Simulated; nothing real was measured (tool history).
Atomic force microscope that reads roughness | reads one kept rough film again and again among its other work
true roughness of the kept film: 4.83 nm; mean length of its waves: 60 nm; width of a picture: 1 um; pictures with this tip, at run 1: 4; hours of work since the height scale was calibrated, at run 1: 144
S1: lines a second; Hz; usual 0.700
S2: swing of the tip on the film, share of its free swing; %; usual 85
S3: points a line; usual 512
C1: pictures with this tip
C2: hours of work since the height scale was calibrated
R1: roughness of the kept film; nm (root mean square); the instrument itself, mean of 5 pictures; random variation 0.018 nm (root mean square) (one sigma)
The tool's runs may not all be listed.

run,hour,S1,S2,S3,C1,C2,R1
1,0.0,0.700,85,512,4,144,4.440
2,7.7,0.700,85,512,11,148,4.422
3,16.0,0.700,85,512,18,152,4.388
4,24.4,0.700,85,512,26,156,4.376
5,30.6,0.700,85,512,32,159,4.310
6,36.2,0.700,85,512,37,162,4.308
7,41.1,0.700,85,512,41,164,4.300
8,45.8,0.700,85,512,46,166,4.277
9,53.3,0.894,85,512,52,170,4.194
10,61.4,0.894,85,512,60,174,4.185
11,65.7,0.894,85,512,64,176,4.154
# hour 68.4: new tip fitted
12,73.4,0.894,85,512,4,179,4.425
13,77.9,0.894,85,512,9,182,4.400
14,85.9,0.894,85,512,16,186,4.339
15,89.9,0.700,70,512,20,188,4.474
16,99.3,0.700,70,512,28,192,4.434
17,107.5,0.700,70,512,36,196,4.416
18,116.3,0.700,70,273,44,200,4.383
19,123.4,0.700,85,439,50,204,4.236
20,131.8,0.700,85,258,58,208,4.216
21,138.2,1.640,85,512,64,211,3.994
# hour 140.7: new tip fitted
22,144.0,0.700,68,512,3,214,4.580
23,149.0,0.700,68,512,7,216,4.532
24,154.7,0.888,75,634,12,219,4.435
25,161.8,2.879,85,512,19,222,3.944
26,166.2,2.879,85,512,23,225,3.914
27,172.3,0.910,66,723,29,228,4.430
28,177.5,1.078,58,825,33,230,4.411
29,182.6,3.559,85,902,38,233,3.737
30,186.6,0.618,65,936,42,235,4.398
31,195.7,0.618,65,936,50,239,4.362
32,201.2,0.618,65,335,55,242,4.336
33,208.5,0.618,65,335,62,245,4.310
# hour 213.1: new tip fitted
34,216.2,0.618,64,335,2,249,4.551
35,223.9,0.562,56,488,9,252,4.565
36,230.7,1.314,85,512,16,256,4.253
37,238.2,3.138,55,512,23,259,4.404
38,242.9,1.600,73,279,27,262,4.270
39,249.6,0.850,78,457,33,265,4.332
40,259.1,0.770,78,492,42,270,4.334
41,267.8,1.061,63,328,50,274,4.354
42,274.7,2.010,72,328,56,277,4.126
43,283.8,2.010,72,328,64,282,4.136
# hour 285.9: new tip fitted
44,289.1,0.700,55,587,3,284,4.617
45,297.4,0.700,55,587,10,288,4.557
46,303.1,0.700,59,269,16,291,4.556

Some steps in R1 between neighbouring runs. How much of each would the tool show without its hidden state too (settings, what came in, random variation), and how much is left for the hidden state, with any gauge scatter that isn't in both results?
The hidden state here: radius of the tip, nm; height scale over the true one, %; drift of the gauge itself on roughness_nm, %.
Run 11 -> 12: new tip fitted. R1 +0.271 nm (root mean square): hidden state +0.245, all else +0.026.
Run 21 -> 22: S1 1.640 -> 0.700, S2 85 -> 68, new tip fitted. R1 +0.586 nm (root mean square): hidden state +0.241, all else +0.345.
Run 28 -> 29: S1 1.078 -> 3.559, S2 58 -> 85, S3 825 -> 902. R1 -0.674 nm (root mean square): hidden state +0.006, all else -0.680.
Run 29 -> 30: S1 3.559 -> 0.618, S2 85 -> 65, S3 902 -> 936. R1 +0.661 nm (root mean square): hidden state -0.046, all else +0.707.
Run 33 -> 34: S2 65 -> 64, new tip fitted. R1 +0.241 nm (root mean square): hidden state +0.259, all else -0.018.
Run 43 -> 44: S1 2.010 -> 0.700, S2 72 -> 55, S3 328 -> 587, new tip fitted. R1 +0.481 nm (root mean square): hidden state +0.253, all else +0.228.
